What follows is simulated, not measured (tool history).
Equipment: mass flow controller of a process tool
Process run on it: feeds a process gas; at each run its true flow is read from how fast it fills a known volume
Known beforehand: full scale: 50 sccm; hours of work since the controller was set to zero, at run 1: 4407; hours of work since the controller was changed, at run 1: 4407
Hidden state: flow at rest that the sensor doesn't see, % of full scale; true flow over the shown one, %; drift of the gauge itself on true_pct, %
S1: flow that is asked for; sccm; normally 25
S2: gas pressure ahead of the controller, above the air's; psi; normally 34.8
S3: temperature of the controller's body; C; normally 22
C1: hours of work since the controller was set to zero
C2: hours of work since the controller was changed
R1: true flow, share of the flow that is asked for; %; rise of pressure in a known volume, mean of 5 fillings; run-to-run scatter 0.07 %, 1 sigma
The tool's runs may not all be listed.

run,hour,S1,S2,S3,C1,C2,R1
1,0,25,34.8,22,4407,4407,98.88
2,276.9,25,34.8,22,4532,4532,98.98
3,484.5,25,21.3,22,4625,4625,99.3
4,828.3,25,34.4,22,4780,4780,99.17
5,1121.7,25,34.8,22,4912,4912,99.25
6,1314.3,25,34.8,22,4999,4999,99.09
7,1669.8,25,34.8,22,5159,5159,99.28
8,1981.2,25,34.8,22,5299,5299,99.39
9,2265.7,25,35,22,5427,5427,99.56
# hour 2386.2: controller's zero set anew
10,2440.9,25,35,22,25,5505,99.4
11,2719.2,25,35,22,150,5631,99.43
12,2995.8,25,35,22,274,5755,99.6
13,3246.3,8,35,22,387,5868,98.93
14,3496.5,8,35,22,500,5980,98.82
15,3727.7,5,34.8,22,604,6084,98.7
16,4020.5,5,34.8,22,735,6216,98.86
17,4238.3,5,34.8,22,833,6314,98.82
18,4600.8,5,34.8,22,996,6477,99.01
19,4874.7,5,34.8,22,1120,6600,98.99
20,5198.2,25,34.8,22,1265,6746,100.04
21,5525.1,25,34.8,22,1412,6893,100.19
22,5732.7,25,34.8,22,1506,6986,100.17
23,5913.4,25,34.8,22,1587,7068,100.25
24,6153.5,7,31.8,22,1695,7176,99.47
25,6473,7,31.8,22,1839,7320,99.53
26,6840.2,8,34.8,21,2004,7485,99.69
27,7079.6,8,34.8,21,2112,7592,99.68
28,7279.5,8,22.8,22,2202,7682,99.86
29,7483.1,41,27.3,31,2293,7774,100.66
30,7665,45,32.1,39,2375,7856,100.29
# hour 7818.2: controller exchanged for a calibrated one
31,7942.5,45,32.1,39,56,56,100.35
32,8100.4,30,34.5,22,127,127,100.9
33,8291.6,18,21.6,22,213,213,100.65
34,8610.9,32,34.8,22,357,357,100.99
35,8905.4,5,32.5,34,489,489,99.03
36,9247.6,10,34.8,30,643,643,99.62
# hour 9380.8: gauge calibrated
37,9579.2,10,29.2,30,792,792,97.73
38,9746.1,10,29.2,30,867,867,97.9
39,9917.8,25,25.1,37,945,945,98.12
40,10143.8,25,25.1,37,1046,1046,98.23
41,10374.4,18,36,30,1150,1150,98.17

Branching from run 41: 3 alternative next runs. What would each branch give?
A,10579.4,9,36,30,1242,1242,?
B,10579.4,33,24.2,34,1242,1242,?
C,10579.4,32,36,30,1242,1242,?

run,R1
A,97.79
B,98.8
C,98.94
What these runs would have given with no unlogged condition in the tool:
run,R1
A,97.54
B,98.54
C,98.68
